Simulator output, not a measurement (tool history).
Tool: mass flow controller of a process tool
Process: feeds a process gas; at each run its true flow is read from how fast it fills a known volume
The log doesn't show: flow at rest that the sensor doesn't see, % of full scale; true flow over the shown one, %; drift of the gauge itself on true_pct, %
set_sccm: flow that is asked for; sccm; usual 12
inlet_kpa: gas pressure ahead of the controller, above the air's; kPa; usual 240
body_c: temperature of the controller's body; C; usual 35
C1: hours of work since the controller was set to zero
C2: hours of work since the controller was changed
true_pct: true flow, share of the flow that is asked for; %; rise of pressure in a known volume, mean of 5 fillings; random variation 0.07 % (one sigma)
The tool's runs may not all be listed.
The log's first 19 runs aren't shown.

run 20 hour=4356.8 | set_sccm=12 inlet_kpa=240 body_c=24 | C1=2317 C2=6478 | true_pct=96.37
run 21 hour=4640.2 | set_sccm=5 inlet_kpa=142 body_c=35 | C1=2488 C2=6649 | true_pct=93.71
run 22 hour=4845.6 | set_sccm=5 inlet_kpa=240 body_c=37 | C1=2612 C2=6773 | true_pct=92.76
run 23 hour=5041.8 | set_sccm=5 inlet_kpa=240 body_c=37 | C1=2730 C2=6891 | true_pct=92.71
run 24 hour=5294.1 | set_sccm=5 inlet_kpa=240 body_c=37 | C1=2883 C2=7043 | true_pct=92.41
run 25 hour=5479.1 | set_sccm=5 inlet_kpa=240 body_c=22 | C1=2994 C2=7155 | true_pct=93.87
run 26 hour=5784.8 | set_sccm=5 inlet_kpa=240 body_c=22 | C1=3179 C2=7339 | true_pct=93.70
run 27 hour=6004.9 | set_sccm=6 inlet_kpa=209 body_c=23 | C1=3311 C2=7472 | true_pct=94.22
run 28 hour=6256.5 | set_sccm=3 inlet_kpa=154 body_c=25 | C1=3463 C2=7624 | true_pct=91.21
run 29 hour=6400.2 | set_sccm=3 inlet_kpa=154 body_c=25 | C1=3550 C2=7710 | true_pct=91.03
run 30 hour=6707.5 | set_sccm=3 inlet_kpa=165 body_c=22 | C1=3735 C2=7896 | true_pct=91.07
run 31 hour=6940.6 | set_sccm=3 inlet_kpa=168 body_c=25 | C1=3876 C2=8036 | true_pct=90.36
run 32 hour=7085.2 | set_sccm=10 inlet_kpa=240 body_c=35 | C1=3963 C2=8123 | true_pct=93.47
run 33 hour=7276.6 | set_sccm=10 inlet_kpa=240 body_c=35 | C1=4078 C2=8239 | true_pct=93.17
-- hour=7406.0 controller's zero set anew
run 34 hour=7447.3 | set_sccm=10 inlet_kpa=240 body_c=35 | C1=25 C2=8341 | true_pct=94.88
run 35 hour=7687.7 | set_sccm=12 inlet_kpa=211 body_c=24 | C1=170 C2=8486 | true_pct=96.47
run 36 hour=7980.6 | set_sccm=12 inlet_kpa=222 body_c=24 | C1=347 C2=8663 | true_pct=96.22
run 37 hour=8145.2 | set_sccm=3 inlet_kpa=177 body_c=24 | C1=446 C2=8762 | true_pct=95.02
run 38 hour=8394.7 | set_sccm=17 inlet_kpa=211 body_c=25 | C1=596 C2=8913 | true_pct=96.46

3 ways to go on from here, each from the tool as it stands after run 38. What would each give?
run A hour=8660.3 | set_sccm=9 inlet_kpa=191 body_c=35 | C1=756 C2=9073 | true_pct=?
run B hour=8660.3 | set_sccm=2 inlet_kpa=154 body_c=35 | C1=756 C2=9073 | true_pct=?
run C hour=8660.3 | set_sccm=6 inlet_kpa=185 body_c=28 | C1=756 C2=9073 | true_pct=?

run=A true_pct=94.57
run=B true_pct=92.52
run=C true_pct=94.85
Without the tool's hidden state the same runs would have given:
run=A true_pct=98.26
run=B true_pct=97.97
run=C true_pct=98.80

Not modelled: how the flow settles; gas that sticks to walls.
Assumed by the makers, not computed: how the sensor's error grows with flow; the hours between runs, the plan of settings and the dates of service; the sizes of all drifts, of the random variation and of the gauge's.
